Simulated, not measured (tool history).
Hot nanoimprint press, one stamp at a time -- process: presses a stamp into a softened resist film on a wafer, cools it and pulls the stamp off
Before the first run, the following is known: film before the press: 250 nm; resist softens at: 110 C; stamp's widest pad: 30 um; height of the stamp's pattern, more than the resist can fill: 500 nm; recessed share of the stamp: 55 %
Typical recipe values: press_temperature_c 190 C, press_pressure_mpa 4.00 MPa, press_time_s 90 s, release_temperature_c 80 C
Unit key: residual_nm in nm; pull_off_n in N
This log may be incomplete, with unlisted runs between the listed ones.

run 1 hour=0.0 | press_temperature_c=190 press_pressure_mpa=4.00 press_time_s=90 release_temperature_c=80 | residual_nm=138.0 pull_off_n=109
run 2 hour=15.7 | press_temperature_c=190 press_pressure_mpa=4.00 press_time_s=90 release_temperature_c=75 | residual_nm=137.6 pull_off_n=118
run 3 hour=28.7 | press_temperature_c=190 press_pressure_mpa=4.00 press_time_s=49 release_temperature_c=80 | residual_nm=162.6 pull_off_n=112
run 4 hour=39.6 | press_temperature_c=190 press_pressure_mpa=4.00 press_time_s=49 release_temperature_c=80 | residual_nm=162.3 pull_off_n=110
run 5 hour=56.0 | press_temperature_c=190 press_pressure_mpa=4.00 press_time_s=49 release_temperature_c=80 | residual_nm=162.4 pull_off_n=116
run 6 hour=73.7 | press_temperature_c=190 press_pressure_mpa=4.00 press_time_s=49 release_temperature_c=80 | residual_nm=161.8 pull_off_n=114
run 7 hour=88.1 | press_temperature_c=190 press_pressure_mpa=4.00 press_time_s=49 release_temperature_c=80 | residual_nm=161.7 pull_off_n=109
run 8 hour=101.8 | press_temperature_c=190 press_pressure_mpa=4.00 press_time_s=49 release_temperature_c=80 | residual_nm=161.9 pull_off_n=111
run 9 hour=114.0 | press_temperature_c=190 press_pressure_mpa=4.00 press_time_s=49 release_temperature_c=80 | residual_nm=161.5 pull_off_n=114
run 10 hour=134.1 | press_temperature_c=190 press_pressure_mpa=4.00 press_time_s=49 release_temperature_c=80 | residual_nm=161.5 pull_off_n=114
run 11 hour=148.3 | press_temperature_c=190 press_pressure_mpa=4.00 press_time_s=90 release_temperature_c=80 | residual_nm=136.5 pull_off_n=109
run 12 hour=159.3 | press_temperature_c=190 press_pressure_mpa=4.00 press_time_s=90 release_temperature_c=80 | residual_nm=136.4 pull_off_n=113
run 13 hour=172.2 | press_temperature_c=190 press_pressure_mpa=4.00 press_time_s=69 release_temperature_c=80 | residual_nm=147.2 pull_off_n=114
run 14 hour=183.6 | press_temperature_c=190 press_pressure_mpa=4.00 press_time_s=90 release_temperature_c=76 | residual_nm=136.3 pull_off_n=117
run 15 hour=201.8 | press_temperature_c=190 press_pressure_mpa=4.00 press_time_s=90 release_temperature_c=80 | residual_nm=136.0 pull_off_n=114
run 16 hour=224.2 | press_temperature_c=190 press_pressure_mpa=4.00 press_time_s=90 release_temperature_c=80 | residual_nm=135.9 pull_off_n=110
run 17 hour=240.4 | press_temperature_c=190 press_pressure_mpa=4.00 press_time_s=90 release_temperature_c=80 | residual_nm=136.1 pull_off_n=113
run 18 hour=259.0 | press_temperature_c=181 press_pressure_mpa=4.00 press_time_s=90 release_temperature_c=66 | residual_nm=173.5 pull_off_n=132
run 19 hour=275.2 | press_temperature_c=181 press_pressure_mpa=2.90 press_time_s=90 release_temperature_c=66 | residual_nm=193.9 pull_off_n=133
run 20 hour=288.3 | press_temperature_c=190 press_pressure_mpa=4.00 press_time_s=90 release_temperature_c=68 | residual_nm=135.6 pull_off_n=127
run 21 hour=297.3 | press_temperature_c=196 press_pressure_mpa=6.35 press_time_s=53 release_temperature_c=66 | residual_nm=103.9 pull_off_n=133
run 22 hour=310.1 | press_temperature_c=196 press_pressure_mpa=6.35 press_time_s=53 release_temperature_c=66 | residual_nm=103.8 pull_off_n=131
run 23 hour=330.3 | press_temperature_c=190 press_pressure_mpa=4.19 press_time_s=53 release_temperature_c=84 | residual_nm=156.2 pull_off_n=103
run 24 hour=341.7 | press_temperature_c=189 press_pressure_mpa=4.00 press_time_s=90 release_temperature_c=80 | residual_nm=141.4 pull_off_n=109
run 25 hour=355.8 | press_temperature_c=189 press_pressure_mpa=4.00 press_time_s=90 release_temperature_c=80 | residual_nm=141.6 pull_off_n=112
run 26 hour=372.5 | press_temperature_c=189 press_pressure_mpa=4.00 press_time_s=90 release_temperature_c=80 | residual_nm=141.2 pull_off_n=114
run 27 hour=385.9 | press_temperature_c=189 press_pressure_mpa=4.00 press_time_s=90 release_temperature_c=80 | residual_nm=141.4 pull_off_n=113
run 28 hour=396.9 | press_temperature_c=180 press_pressure_mpa=2.71 press_time_s=177 release_temperature_c=65 | residual_nm=179.9 pull_off_n=133
run 29 hour=412.3 | press_temperature_c=190 press_pressure_mpa=3.51 press_time_s=68 release_temperature_c=80 | residual_nm=157.7 pull_off_n=110
run 30 hour=427.3 | press_temperature_c=186 press_pressure_mpa=2.65 press_time_s=91 release_temperature_c=80 | residual_nm=181.9 pull_off_n=109

The log once held 4 entries between its listed runs, left out of this copy. Where does each go, and what is different about the tool's unlogged condition between the listed run before it and the listed run after it?
From run 15 to run 16: stamp cleaned and given a new release coat (hour 224.2)
  pressure that arrives at the usual setting, %: 99.94 -> 99.93; grip of the stamp's worn release coat, % over a new coat's: 0.8 -> 0; drift of the gauge itself on residual_nm, %: -1.21 -> -1.3
  measured value less the no-hidden-state value, residual_nm: -1.7 -> -1.8 nm
From run 16 to run 17: plate thermocouple calibrated (hour 232.2)
  true temperature over the reading, C: 0.01 -> 0; drift of the gauge itself on residual_nm, %: -1.3 -> -1.38
  measured value less the no-hidden-state value, residual_nm: -1.8 -> -1.9 nm
From run 22 to run 23: gauge calibrated (hour 311.1)
  drift of the gauge itself on residual_nm, %: -1.8 -> -0.11
  measured value less the no-hidden-state value, residual_nm: -1.9 -> -0.1 nm
From run 25 to run 26: press's hydraulic seals changed and the load cell set to zero (hour 368.1)
  pressure that arrives at the usual setting, %: 99.93 -> 100; drift of the gauge itself on residual_nm, %: -0.27 -> -0.32
  measured value less the no-hidden-state value, residual_nm: -0.4 -> -0.4 nm
